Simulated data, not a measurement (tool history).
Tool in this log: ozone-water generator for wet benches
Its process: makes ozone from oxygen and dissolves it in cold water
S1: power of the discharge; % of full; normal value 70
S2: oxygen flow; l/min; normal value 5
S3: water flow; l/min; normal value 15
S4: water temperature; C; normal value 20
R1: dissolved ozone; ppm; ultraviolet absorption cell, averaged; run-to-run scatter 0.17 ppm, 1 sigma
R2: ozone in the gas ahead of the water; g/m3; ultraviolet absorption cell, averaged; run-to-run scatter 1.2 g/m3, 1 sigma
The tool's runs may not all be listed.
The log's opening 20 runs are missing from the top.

| run | hour | S1 | S2 | S3 | S4 | R1 | R2 |
|---|---|---|---|---|---|---|---|
| 21 | 646.8 | 81 | 5.58 | 17 | 18 | 23.9 | 228.6 |
| 22 | 674.6 | 55 | 5.33 | 22 | 15 | 15.7 | 177.1 |
| 23 | 718.4 | 48 | 5 | 15 | 13 | 19.8 | 165.1 |
| 24 | 760.9 | 48 | 5 | 15 | 13 | 19.7 | 164.4 |
| 25 | 794.9 | 48 | 5 | 10 | 13 | 26.4 | 166.1 |
| 26 | 815.8 | 70 | 5 | 10 | 26 | 26.1 | 215.4 |
| 27 | 855.9 | 70 | 5 | 10 | 26 | 26.5 | 215.3 |
| 28 | 876.9 | 70 | 5.23 | 10 | 20 | 29.6 | 212.5 |
| 29 | 897.6 | 70 | 5.23 | 14 | 14 | 26.9 | 212.1 |
| 30 | 940.1 | 60 | 7.93 | 14 | 19 | 21.7 | 156.9 |
| 31 | 970.2 | 49 | 5.21 | 15 | 12 | 20.4 | 166 |
| 32 | 1010.7 | 49 | 5.21 | 15 | 12 | 20.3 | 164.3 |

Here are 5 independent what-if runs from the current tool condition. What would each one return?
| A | 1054.6 | 48 | 4.6 | 15 | 20 | ? | ? |
| B | 1054.6 | 70 | 5 | 10 | 20 | ? | ? |
| C | 1054.6 | 70 | 2.66 | 23 | 16 | ? | ? |
| D | 1054.6 | 93 | 3.64 | 14 | 20 | ? | ? |
| E | 1054.6 | 53 | 3.38 | 24 | 12 | ? | ? |

| run | R1 | R2 |
|---|---|---|
| A | 17.4 | 171.1 |
| B | 30 | 217 |
| C | 15.1 | 280.5 |
| D | 28.7 | 302 |
| E | 13 | 209.3 |
Had the tool no hidden state, the same runs would have come out as:
| run | R1 | R2 |
|---|---|---|
| A | 17.4 | 171.2 |
| B | 30 | 217.1 |
| C | 15.1 | 280.6 |
| D | 28.7 | 302.2 |
| E | 13 | 209.4 |

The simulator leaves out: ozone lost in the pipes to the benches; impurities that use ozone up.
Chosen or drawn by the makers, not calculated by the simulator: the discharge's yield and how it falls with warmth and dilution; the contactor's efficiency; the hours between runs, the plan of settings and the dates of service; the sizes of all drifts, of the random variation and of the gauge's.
